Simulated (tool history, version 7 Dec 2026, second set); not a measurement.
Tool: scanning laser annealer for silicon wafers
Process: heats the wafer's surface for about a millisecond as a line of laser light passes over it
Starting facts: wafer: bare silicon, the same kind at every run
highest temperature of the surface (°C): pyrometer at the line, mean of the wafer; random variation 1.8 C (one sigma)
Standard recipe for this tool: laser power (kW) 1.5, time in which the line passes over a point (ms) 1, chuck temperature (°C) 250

run,hour,laser power (kW),time in which the line passes over a point (ms),chuck temperature (°C),highest temperature of the surface (°C)
1,0,1.5,1,250,951
2,59.3,1.5,1,250,953
3,85.5,1.5,1,250,953
4,112.7,1.5,1,250,955
5,154.9,1.5,1,250,952
6,200.2,1.5,1,270,972
7,236.7,1.5,1,250,954
8,278,1.5,1,210,912
9,321.2,1.5,1,250,953
10,360.7,1.591,1,250,1009
11,421.7,1.639,1,250,1040
12,484.2,1.639,1,250,1042
13,548.2,1.639,1,250,1038
14,589.8,1.493,1,250,948
15,633.6,1.493,1,250,948
16,685.8,1.493,0.7,250,814
# hour 727.9: window over the wafer cleaned
17,749.9,1.493,0.7,250,818
18,801.7,1.619,1,250,1031
19,829.1,1.609,0.86,231,937
20,888.5,1.648,1.06,264,1088
21,917.5,1.648,1.06,264,1091
22,962.7,1.648,1.06,264,1088
23,1025.2,1.648,0.96,220,997
24,1059.9,1.429,0.9,255,875
25,1100.8,1.429,0.9,255,874

What will run 26 give?
26,1145.8,1.414,0.74,253,?

highest temperature of the surface (°C): 796
Had the tool carried no hidden state, the very same run would have given highest temperature of the surface (°C) 796.
